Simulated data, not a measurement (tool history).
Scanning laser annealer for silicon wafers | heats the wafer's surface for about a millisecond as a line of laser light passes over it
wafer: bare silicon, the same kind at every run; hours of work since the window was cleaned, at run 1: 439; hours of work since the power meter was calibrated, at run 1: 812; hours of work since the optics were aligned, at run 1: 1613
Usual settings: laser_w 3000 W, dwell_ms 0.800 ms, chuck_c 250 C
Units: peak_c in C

| run | day | laser_w | dwell_ms | chuck_c | hours of work since the window was cleaned | hours of work since the power meter was calibrated | hours of work since the optics were aligned | peak_c |
|---|---|---|---|---|---|---|---|---|
| 1 | 0.000 | 3000 | 0.800 | 250 | 439 | 812 | 1613 | 1013 |
|  | 0.900 | window over the wafer cleaned |
| 2 | 1.083 | 3000 | 0.684 | 250 | 3 | 826 | 1627 | 965 |
| 3 | 2.408 | 3000 | 0.684 | 250 | 21 | 844 | 1645 | 961 |
| 4 | 3.067 | 3000 | 0.684 | 250 | 30 | 853 | 1654 | 964 |
| 5 | 3.854 | 3000 | 0.684 | 250 | 40 | 864 | 1665 | 966 |
| 6 | 4.975 | 3000 | 0.800 | 250 | 56 | 879 | 1680 | 1029 |
| 7 | 6.521 | 3000 | 0.599 | 250 | 77 | 900 | 1701 | 908 |
| 8 | 7.592 | 3000 | 0.599 | 250 | 92 | 915 | 1716 | 906 |
| 9 | 8.604 | 3000 | 0.599 | 229 | 105 | 929 | 1729 | 886 |
| 10 | 9.417 | 3000 | 0.800 | 250 | 117 | 940 | 1741 | 1023 |
| 11 | 10.546 | 3000 | 0.800 | 238 | 132 | 955 | 1756 | 1012 |
| 12 | 11.400 | 3000 | 0.800 | 238 | 144 | 967 | 1768 | 1013 |
| 13 | 12.150 | 3000 | 0.800 | 245 | 154 | 977 | 1778 | 1018 |
| 14 | 12.808 | 3000 | 0.800 | 245 | 163 | 986 | 1787 | 1021 |
| 15 | 14.354 | 2737 | 0.800 | 245 | 184 | 1008 | 1808 | 946 |
| 16 | 15.658 | 2737 | 0.800 | 245 | 202 | 1025 | 1826 | 943 |
| 17 | 17.017 | 2815 | 0.594 | 237 | 221 | 1044 | 1845 | 843 |
| 18 | 17.667 | 3000 | 0.651 | 250 | 229 | 1053 | 1854 | 933 |
| 19 | 18.633 | 3000 | 0.581 | 277 | 243 | 1066 | 1867 | 914 |
| 20 | 19.562 | 3000 | 0.581 | 277 | 255 | 1079 | 1879 | 915 |
| 21 | 20.896 | 3000 | 0.581 | 277 | 274 | 1097 | 1898 | 913 |
| 22 | 21.925 | 3000 | 0.786 | 277 | 288 | 1111 | 1912 | 1037 |
|  | 22.271 | optics aligned, line set to its width |
| 23 | 23.500 | 3203 | 0.718 | 250 | 306 | 1130 | 17 | 1026 |
| 24 | 24.846 | 2589 | 0.800 | 261 | 325 | 1148 | 35 | 921 |
| 25 | 25.642 | 2589 | 0.800 | 261 | 336 | 1159 | 46 | 918 |
| 26 | 26.658 | 2718 | 0.800 | 261 | 350 | 1173 | 60 | 958 |

Forecast each of these 3 alternatives for the next run:
| A | 27.642 | 3210 | 0.657 | 277 | 363 | 1187 | 73 | ? |
| B | 27.642 | 3000 | 0.992 | 250 | 363 | 1187 | 73 | ? |
| C | 27.642 | 2718 | 0.800 | 255 | 363 | 1187 | 73 | ? |

| run | peak_c |
|---|---|
| A | 1013 |
| B | 1121 |
| C | 948 |
Without the tool's hidden state the same runs would have given:
| run | peak_c |
|---|---|
| A | 1035 |
| B | 1148 |
| C | 969 |

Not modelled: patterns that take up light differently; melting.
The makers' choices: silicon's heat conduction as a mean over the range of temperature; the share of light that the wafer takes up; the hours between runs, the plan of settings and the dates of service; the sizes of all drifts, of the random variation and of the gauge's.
